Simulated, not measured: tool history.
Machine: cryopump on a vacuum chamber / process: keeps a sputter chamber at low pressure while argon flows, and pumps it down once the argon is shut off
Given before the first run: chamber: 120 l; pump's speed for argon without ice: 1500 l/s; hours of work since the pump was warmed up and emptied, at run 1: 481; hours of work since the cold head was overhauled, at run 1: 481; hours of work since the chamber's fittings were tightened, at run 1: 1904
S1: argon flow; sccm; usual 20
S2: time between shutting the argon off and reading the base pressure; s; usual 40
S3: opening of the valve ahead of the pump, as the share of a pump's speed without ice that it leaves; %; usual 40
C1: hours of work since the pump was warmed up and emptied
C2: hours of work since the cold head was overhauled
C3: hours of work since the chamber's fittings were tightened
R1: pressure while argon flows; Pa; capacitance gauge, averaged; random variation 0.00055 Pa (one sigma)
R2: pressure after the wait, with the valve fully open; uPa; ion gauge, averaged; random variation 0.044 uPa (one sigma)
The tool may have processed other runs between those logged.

| run | day | S1 | S2 | S3 | C1 | C2 | C3 | R1 | R2 |
|---|---|---|---|---|---|---|---|---|---|
| 1 | 0.000 | 20 | 40 | 40 | 481 | 481 | 1904 | 0.0645 | 3.58 |
| 2 | 0.808 | 20 | 40 | 40 | 495 | 495 | 1917 | 0.0640 | 3.55 |
| 3 | 2.450 | 20 | 40 | 40 | 522 | 522 | 1944 | 0.0660 | 3.56 |
| 4 | 3.633 | 20 | 40 | 45 | 542 | 542 | 1964 | 0.0594 | 3.67 |
| 5 | 4.767 | 20 | 40 | 40 | 560 | 560 | 1983 | 0.0656 | 3.65 |
| 6 | 6.417 | 20 | 40 | 40 | 588 | 588 | 2010 | 0.0665 | 3.61 |
| 7 | 7.504 | 20 | 40 | 40 | 606 | 606 | 2028 | 0.0670 | 3.76 |
| 8 | 8.254 | 20 | 40 | 40 | 618 | 618 | 2040 | 0.0673 | 3.61 |
| 9 | 9.083 | 20 | 40 | 40 | 632 | 632 | 2054 | 0.0671 | 3.70 |
| 10 | 10.238 | 20 | 40 | 40 | 651 | 651 | 2073 | 0.0690 | 3.78 |
|  | 10.754 | pump warmed up, emptied and cooled again |
| 11 | 12.067 | 20 | 40 | 40 | 22 | 678 | 2100 | 0.0573 | 3.35 |
| 12 | 13.333 | 20 | 40 | 40 | 43 | 698 | 2121 | 0.0576 | 3.26 |
| 13 | 14.046 | 20 | 40 | 40 | 54 | 710 | 2133 | 0.0575 | 3.37 |
| 14 | 14.746 | 20 | 40 | 40 | 66 | 722 | 2144 | 0.0573 | 3.31 |
| 15 | 15.604 | 20 | 40 | 40 | 80 | 736 | 2158 | 0.0566 | 3.39 |
| 16 | 16.521 | 20 | 40 | 40 | 95 | 751 | 2174 | 0.0573 | 3.39 |
| 17 | 17.233 | 20 | 40 | 40 | 107 | 763 | 2185 | 0.0578 | 3.42 |
| 18 | 18.562 | 24 | 237 | 25 | 129 | 785 | 2207 | 0.1099 | 1.44 |
| 19 | 19.454 | 24 | 237 | 25 | 144 | 800 | 2222 | 0.1113 | 1.46 |
| 20 | 20.321 | 37 | 40 | 22 | 158 | 814 | 2236 | 0.1924 | 3.52 |
| 21 | 21.038 | 20 | 151 | 16 | 170 | 826 | 2248 | 0.1446 | 1.67 |
| 22 | 22.733 | 20 | 61 | 23 | 198 | 854 | 2276 | 0.1012 | 2.64 |
| 23 | 24.171 | 10 | 182 | 36 | 222 | 878 | 2300 | 0.0330 | 1.61 |
| 24 | 25.275 | 32 | 42 | 22 | 240 | 896 | 2318 | 0.1703 | 3.45 |
| 25 | 26.500 | 17 | 201 | 30 | 260 | 916 | 2339 | 0.0665 | 1.62 |
| 26 | 27.633 | 36 | 40 | 43 | 279 | 935 | 2357 | 0.1006 | 3.52 |
| 27 | 29.208 | 16 | 40 | 30 | 305 | 961 | 2383 | 0.0632 | 3.58 |
| 28 | 30.888 | 9 | 40 | 59 | 333 | 989 | 2411 | 0.0199 | 3.62 |
| 29 | 31.708 | 9 | 40 | 59 | 346 | 1002 | 2425 | 0.0190 | 3.67 |
| 30 | 32.812 | 9 | 40 | 59 | 365 | 1021 | 2443 | 0.0196 | 3.70 |
| 31 | 34.008 | 9 | 141 | 22 | 384 | 1040 | 2463 | 0.0491 | 2.01 |
| 32 | 35.404 | 20 | 89 | 40 | 408 | 1064 | 2486 | 0.0625 | 2.41 |
| 33 | 36.712 | 20 | 40 | 40 | 429 | 1085 | 2508 | 0.0619 | 3.66 |

Below are 3 alternative next runs, each starting from the tool's condition after run 33. Predict each:
| A | 38.354 | 20 | 40 | 17 | 456 | 1112 | 2535 | ? | ? |
| B | 38.354 | 20 | 25 | 30 | 456 | 1112 | 2535 | ? | ? |
| C | 38.354 | 23 | 74 | 38 | 456 | 1112 | 2535 | ? | ? |

| run | R1 | R2 |
|---|---|---|
| A | 0.1404 | 3.77 |
| B | 0.0814 | 5.21 |
| C | 0.0782 | 2.72 |
With no hidden state in the tool, these same runs would have given:
| run | R1 | R2 |
|---|---|---|
| A | 0.1333 | 2.58 |
| B | 0.0745 | 4.02 |
| C | 0.0701 | 1.52 |
